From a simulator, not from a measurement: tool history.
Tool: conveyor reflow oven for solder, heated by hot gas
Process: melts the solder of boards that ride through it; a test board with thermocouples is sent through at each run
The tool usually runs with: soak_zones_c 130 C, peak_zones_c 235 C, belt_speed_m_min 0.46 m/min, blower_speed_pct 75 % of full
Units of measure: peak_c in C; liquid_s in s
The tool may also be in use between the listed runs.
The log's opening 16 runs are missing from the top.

run,day,soak_zones_c,peak_zones_c,belt_speed_m_min,blower_speed_pct,peak_c,liquid_s
17,13.192,130,245,0.51,59,219.8,51.9
18,13.775,135,245,0.527,59,218.8,51.3
19,14.529,122,235,0.46,63,214,51.2
20,15.417,117,242,0.549,75,214.6,41.6
21,16.512,117,242,0.549,75,214.4,41.5
# day 17.375: thermocouples of zones 6 and 7 changed
22,17.546,143,235,0.519,82,218.4,54.9
23,18.362,143,235,0.519,72,216.9,53
24,19.317,140,235,0.501,69,217,54.5
25,19.983,140,235,0.501,69,216.4,54.5
26,20.938,130,235,0.46,68,217.9,55.9
27,21.671,130,235,0.46,68,217.8,56.1
28,22.6,119,230,0.46,75,212.6,49.2
29,23.071,119,230,0.46,75,212,48.8
30,23.875,142,235,0.423,60,220.8,68.7

Forecast each of these 5 alternatives for the next run:
A,24.429,142,235,0.423,52,?,?
B,24.429,130,235,0.46,85,?,?
C,24.429,136,227,0.423,60,?,?
D,24.429,135,235,0.46,75,?,?
E,24.429,135,249,0.423,58,?,?

run,peak_c,liquid_s
A,218.6,68.3
B,220,59.3
C,212.3,59.5
D,219.6,59.9
E,231.3,73.9
What these runs would have given with no unlogged condition in the tool:
run,peak_c,liquid_s
A,219.6,68.7
B,221.5,60.2
C,213.3,60.3
D,220.9,60.6
E,232.4,74.1
